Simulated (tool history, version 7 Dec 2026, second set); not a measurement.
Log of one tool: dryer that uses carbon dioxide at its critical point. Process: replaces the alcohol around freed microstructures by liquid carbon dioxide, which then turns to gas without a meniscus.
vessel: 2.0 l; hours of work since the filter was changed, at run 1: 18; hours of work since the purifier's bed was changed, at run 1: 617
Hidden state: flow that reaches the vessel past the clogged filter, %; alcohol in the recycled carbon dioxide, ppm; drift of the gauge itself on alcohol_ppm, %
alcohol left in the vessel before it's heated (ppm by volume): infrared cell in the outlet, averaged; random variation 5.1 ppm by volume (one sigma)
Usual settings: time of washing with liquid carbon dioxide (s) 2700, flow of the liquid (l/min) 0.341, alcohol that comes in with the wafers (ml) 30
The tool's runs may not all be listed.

run,hour,time of washing with liquid carbon dioxide (s),flow of the liquid (l/min),alcohol that comes in with the wafers (ml),hours of work since the filter was changed,hours of work since the purifier's bed was changed,alcohol left in the vessel before it's heated (ppm by volume)
1,0.0,2700,0.341,30,18,617,260
2,50.2,2700,0.341,30,55,654,284
3,88.5,2700,0.341,30,83,682,287
4,115.3,2700,0.341,24,102,701,291
5,149.0,2700,0.341,30,127,726,318
6,196.9,2700,0.341,20,162,761,322
7,243.6,1920,0.341,30,196,795,745
8,280.8,2700,0.341,22,223,822,358
# hour 300.7: purifier's bed changed
9,307.2,2940,0.341,22,241,5,81
# hour 314.3: inlet filter changed
10,342.8,1860,0.341,22,21,30,299
11,365.3,2760,0.341,33,37,47,91
12,412.8,1920,0.242,33,72,81,1193
13,453.9,1920,0.242,33,102,111,1250
14,501.6,1920,0.242,33,137,146,1357
15,535.1,3420,0.512,24,161,171,55
16,568.2,1620,0.313,24,186,195,922
17,608.5,2700,0.231,42,215,224,925
18,644.0,2040,0.341,33,241,250,597
# hour 652.6: inlet filter changed
19,666.3,2040,0.271,115,10,266,2325
20,706.5,2040,0.271,115,39,295,2468

Hidden state or all else? Some run-to-run changes of alcohol left in the vessel before it's heated (ppm by volume), split into what the settings, what came in and random variation would give without the hidden state, and what is left for the hidden state (with any gauge scatter that isn't in both results):
Run 14 -> 15: time of washing with liquid carbon dioxide (s) 1920 -> 3420, flow of the liquid (l/min) 0.242 -> 0.512, alcohol that comes in with the wafers (ml) 33 -> 24. alcohol left in the vessel before it's heated (ppm by volume) -1302: hidden state -284, all else -1018.
Run 15 -> 16: time of washing with liquid carbon dioxide (s) 3420 -> 1620, flow of the liquid (l/min) 0.512 -> 0.313. alcohol left in the vessel before it's heated (ppm by volume) +867: hidden state +271, all else +596.
Run 18 -> 19: flow of the liquid (l/min) 0.341 -> 0.271, alcohol that comes in with the wafers (ml) 33 -> 115, inlet filter changed. alcohol left in the vessel before it's heated (ppm by volume) +1728: hidden state -128, all else +1856.
